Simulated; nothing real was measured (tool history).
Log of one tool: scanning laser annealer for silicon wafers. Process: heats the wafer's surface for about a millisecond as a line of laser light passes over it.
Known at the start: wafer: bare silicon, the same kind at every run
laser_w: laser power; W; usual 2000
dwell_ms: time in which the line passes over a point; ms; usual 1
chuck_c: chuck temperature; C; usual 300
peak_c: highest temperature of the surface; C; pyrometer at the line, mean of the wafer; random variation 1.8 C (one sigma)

run  hour  laser_w  dwell_ms  chuck_c  peak_c
  1     0     2000         1      300    1048
  2   4.8     2000         1      300    1047
  3  11.5     2000         1      300    1045
  4  17.5     2000         1      300    1044
  5  26.4     2000         1      300    1049
  6    33     2000         1      300    1046
  7  39.4     1956         1      300    1032
  8    44     2000      0.98      300    1038
  9  49.4     2000      0.76      267     907
 10  54.2     1898      1.02      300    1013
 11  58.8     1743         1      300     945
 12  64.1     1810         1      278     950
 13  68.3     2000       0.8      302     961
 14  73.4     2000       0.8      302     956
 15  81.1     1856      0.71      300     873

Some steps in peak_c between neighbouring runs. How much of each would the tool show without its hidden state too (settings, what came in, random variation), and how much is left for the hidden state, with any gauge scatter that isn't in both results?
The hidden state here: light that passes the window, % of a clean one's; laser's true power over the reading, %; width of the line over the set one, %; drift of the gauge itself on peak_c, C.
Run 8 -> 9: dwell_ms 0.98 -> 0.76, chuck_c 300 -> 267. peak_c -131 C: hidden state +4, all else -135.
